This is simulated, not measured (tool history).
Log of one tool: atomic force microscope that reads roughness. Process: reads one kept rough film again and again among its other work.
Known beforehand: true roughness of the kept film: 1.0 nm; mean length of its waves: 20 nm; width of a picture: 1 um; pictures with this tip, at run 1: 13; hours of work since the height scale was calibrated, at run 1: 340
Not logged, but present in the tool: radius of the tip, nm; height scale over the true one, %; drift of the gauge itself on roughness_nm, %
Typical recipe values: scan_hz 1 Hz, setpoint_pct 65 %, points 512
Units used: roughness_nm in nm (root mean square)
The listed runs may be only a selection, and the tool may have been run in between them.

run    hour  scan_hz  setpoint_pct  points  pictures with this tip  hours of work since the height scale was calibrated  roughness_nm
  1       0        1            65     512                      13                                                  340         0.914
  2    34.6        1            65     335                      43                                                  358         0.853
         96  -- new tip fitted
  3   104.8        1            65     335                       8                                                  393         0.913
  4   184.2        1            74     335                      77                                                  434         0.809
      205.3  -- new tip fitted
  5   242.4        1            74     335                      32                                                  463         0.864
  6   284.8        1            77     512                      69                                                  485         0.825
      319.4  -- new tip fitted
  7   340.6        1            65     862                      18                                                  513         0.918
  8   408.6        1            65     862                      77                                                  547         0.836
      430.3  -- new tip fitted
  9   462.9        1            65     384                      28                                                  574         0.893
 10   499.6        1            65     317                      60                                                  593         0.833
      544.1  -- new tip fitted
 11   550.7        1            65     317                       6                                                  619         0.918
 12   610.4        1            65     492                      57                                                  649         0.854
      655.3  -- new tip fitted
 13   660.3        1            65     492                       4                                                  674         0.931
 14   712.9        1            65     492                      50                                                  701         0.859
 15   755.2        1            65     492                      86                                                  722         0.804
      766.3  -- new tip fitted
 16   821.7        1            65     492                      48                                                  756         0.871
 17   870.3        1            65     492                      90                                                  781         0.815
      877.5  -- new tip fitted
 18   947.1        1            65     492                      60                                                  819         0.845
      988.3  -- new tip fitted
 19   988.3        1            65     492                       0                                                  840         0.937
 20    1026        1            65     492                      33                                                  859         0.888
     1097.9  -- new tip fitted
 21  1104.6        1            65     492                       5                                                  899         0.925
 22  1157.2        1            65     378                      51                                                  925         0.853
 23  1207.1        1            65     378                      94                                                  951         0.808
     1213.4  -- new tip fitted
 24  1269.5        1            65     378                      49                                                  982          0.85
       1324  -- new tip fitted
 25  1327.3        1            65     378                       2                                                 1011         0.937
 26  1368.3        1            76     512                      38                                                 1032         0.881
 27  1404.3     0.52            58     880                      69                                                 1050         0.857
     1441.3  -- new tip fitted
 28  1479.5     0.52            55     880                      33                                                 1088         0.909
 29  1544.6     1.57            79     512                      89                                                 1121         0.798
     1553.6  -- new tip fitted
 30  1602.4     1.57            79     512                      42                                                 1151         0.856
 31  1651.8     2.63            73     621                      85                                                 1176         0.805
     1663.8  -- new tip fitted
 32  1725.3     2.63            73     621                      53                                                 1213         0.845
 33  1772.9     2.63            73     621                      94                                                 1237         0.798
     1780.4  -- new tip fitted
 34    1807     0.51            73     422                      23                                                 1254         0.916
 35  1840.4     1.52            88     818                      52                                                 1271         0.831
     1891.2  -- new tip fitted
 36  1908.5     1.52            80     818                      15                                                 1305         0.898
 37  1986.2     0.92            80     818                      82                                                 1345         0.812
     2003.4  -- new tip fitted
 38  2052.7        1            65     653                      42                                                 1378         0.896
     2114.6  -- new tip fitted
 39  2129.9        1            65     653                      13                                                 1417         0.931
 40    2194        1            65     653                      68                                                 1450         0.858
     2224.7  -- new tip fitted
 41  2233.1     0.67            88     338                       7                                                 1469         0.924
 42  2283.2     1.58            76     438                      50                                                 1495         0.864
 43    2330     0.95            77     512                      91                                                 1518         0.829
     2335.3  -- new tip fitted
 44  2376.9        1            66     936                      36                                                 1542         0.905
 45  2411.9        1            61     898                      66                                                 1560         0.874
     2448.4  -- new tip fitted
 46  2463.2     1.35            84     981                      13                                                 1586         0.907
     2509.5  -- height scale calibrated on a step standard
 47  2510.1     1.35            84     981                      53                                                    0          0.83
     2559.9  -- new tip fitted
 48  2575.5     2.64            65     793                      13                                                   33         0.893
 49  2643.5     0.69            72     828                      72                                                   68         0.841
     2671.8  -- new tip fitted
 50  2701.5     3.06            69     407                      26                                                   97         0.862
 51  2774.3     0.58            69     962                      89                                                  134         0.825

3 ways to go on from here, each from the tool as it stands after run 51. What would each give?
     2781.1  -- new tip fitted
  A  2812.4     0.53            87     619                      27                                                  153             ?
     2781.1  -- new tip fitted
  B  2812.4     0.68            69     962                      27                                                  153             ?
     2781.1  -- new tip fitted
  C  2812.4     1.32            75     613                      27                                                  153             ?

run  roughness_nm
  A         0.888
  B         0.898
  C          0.89
What these runs would have given with no unlogged condition in the tool:
run  roughness_nm
  A         0.926
  B         0.937
  C         0.928

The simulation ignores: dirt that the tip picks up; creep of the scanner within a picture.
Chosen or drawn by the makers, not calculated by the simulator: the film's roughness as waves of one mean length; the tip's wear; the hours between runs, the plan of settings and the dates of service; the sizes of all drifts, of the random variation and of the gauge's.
